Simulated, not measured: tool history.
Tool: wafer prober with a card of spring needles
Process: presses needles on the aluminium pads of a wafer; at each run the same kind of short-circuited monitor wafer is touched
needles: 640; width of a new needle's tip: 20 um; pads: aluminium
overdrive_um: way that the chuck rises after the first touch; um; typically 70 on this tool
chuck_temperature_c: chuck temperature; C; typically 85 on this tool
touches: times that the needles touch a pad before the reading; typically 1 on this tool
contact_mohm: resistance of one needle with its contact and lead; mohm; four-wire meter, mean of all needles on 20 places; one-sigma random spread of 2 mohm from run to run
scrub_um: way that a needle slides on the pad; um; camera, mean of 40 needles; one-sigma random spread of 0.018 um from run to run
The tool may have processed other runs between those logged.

| run | day | overdrive_um | chuck_temperature_c | touches | contact_mohm | scrub_um |
|---|---|---|---|---|---|---|
| 1 | 0 | 70 | 85 | 1 | 217 | 10.53 |
| 2 | 0.521 | 70 | 85 | 1 | 215 | 10.52 |
|  | 0.796 | tips cleaned on abrasive film |
| 3 | 0.979 | 70 | 85 | 1 | 218 | 10.49 |
| 4 | 1.479 | 70 | 85 | 1 | 216 | 10.47 |
|  | 1.946 | tips cleaned on abrasive film |
| 5 | 2.162 | 70 | 85 | 1 | 220 | 10.48 |
| 6 | 2.767 | 70 | 64 | 1 | 212 | 10.48 |
|  | 3.071 | tips cleaned on abrasive film |
| 7 | 3.175 | 70 | 64 | 1 | 208 | 10.43 |
| 8 | 3.783 | 70 | 64 | 1 | 208 | 10.4 |
|  | 4.242 | tips cleaned on abrasive film |
| 9 | 4.375 | 70 | 64 | 1 | 215 | 10.39 |
| 10 | 4.996 | 70 | 79 | 1 | 216 | 10.38 |
|  | 5.404 | tips cleaned on abrasive film |
| 11 | 5.517 | 70 | 85 | 1 | 218 | 10.37 |
| 12 | 5.8 | 70 | 85 | 1 | 217 | 10.36 |
|  | 6.25 | gauge calibrated |
| 13 | 6.267 | 70 | 85 | 1 | 217 | 10.54 |
|  | 6.529 | tips cleaned on abrasive film |
| 14 | 6.579 | 70 | 85 | 1 | 218 | 10.53 |
| 15 | 6.883 | 70 | 85 | 1 | 218 | 10.54 |
| 16 | 7.504 | 70 | 85 | 1 | 217 | 10.5 |
|  | 7.654 | tips cleaned on abrasive film |
| 17 | 7.817 | 70 | 85 | 1 | 219 | 10.5 |
| 18 | 8.354 | 70 | 85 | 2 | 217 | 10.47 |
| 19 | 8.712 | 50 | 85 | 2 | 221 | 7.44 |
|  | 8.796 | tips cleaned on abrasive film |
| 20 | 9.183 | 70 | 57 | 3 | 211 | 10.46 |
| 21 | 9.525 | 52 | 107 | 1 | 230 | 7.76 |
| 22 | 9.842 | 71 | 107 | 1 | 222 | 10.56 |
|  | 9.967 | tips cleaned on abrasive film |
| 23 | 10.517 | 71 | 107 | 1 | 223 | 10.57 |
| 24 | 10.954 | 68 | 28 | 2 | 205 | 10.1 |
|  | 11.092 | tips cleaned on abrasive film |
| 25 | 11.462 | 70 | 56 | 3 | 208 | 10.38 |
| 26 | 11.783 | 70 | 56 | 3 | 208 | 10.36 |
|  | 12.25 | tips cleaned on abrasive film |
| 27 | 12.379 | 70 | 56 | 3 | 211 | 10.34 |
| 28 | 12.975 | 70 | 56 | 3 | 210 | 10.34 |
| 29 | 13.279 | 51 | 61 | 1 | 216 | 7.53 |
|  | 13.375 | tips cleaned on abrasive film |
| 30 | 13.721 | 68 | 26 | 2 | 200 | 10.01 |
| 31 | 14.1 | 51 | 85 | 1 | 222 | 7.47 |
|  | 14.508 | tips cleaned on abrasive film |
| 32 | 14.517 | 87 | 34 | 1 | 203 | 12.75 |
| 33 | 15.025 | 65 | 38 | 1 | 208 | 9.54 |
| 34 | 15.596 | 79 | 38 | 2 | 205 | 11.56 |

Forecast each of these 3 alternatives for the next run:
|  | 15.638 | tips cleaned on abrasive film |
|  | 15.958 | height of the first contact set anew |
| A | 16.279 | 70 | 26 | 2 | ? | ? |
|  | 15.638 | tips cleaned on abrasive film |
|  | 15.958 | height of the first contact set anew |
| B | 16.279 | 70 | 63 | 2 | ? | ? |
|  | 15.638 | tips cleaned on abrasive film |
|  | 15.958 | height of the first contact set anew |
| C | 16.279 | 51 | 109 | 1 | ? | ? |

| run | contact_mohm | scrub_um |
|---|---|---|
| A | 204 | 10.21 |
| B | 211 | 10.24 |
| C | 227 | 7.43 |
Without the tool's hidden state the same runs would have given:
| run | contact_mohm | scrub_um |
|---|---|---|
| A | 204 | 10.52 |
| B | 211 | 10.55 |
| C | 226 | 7.66 |
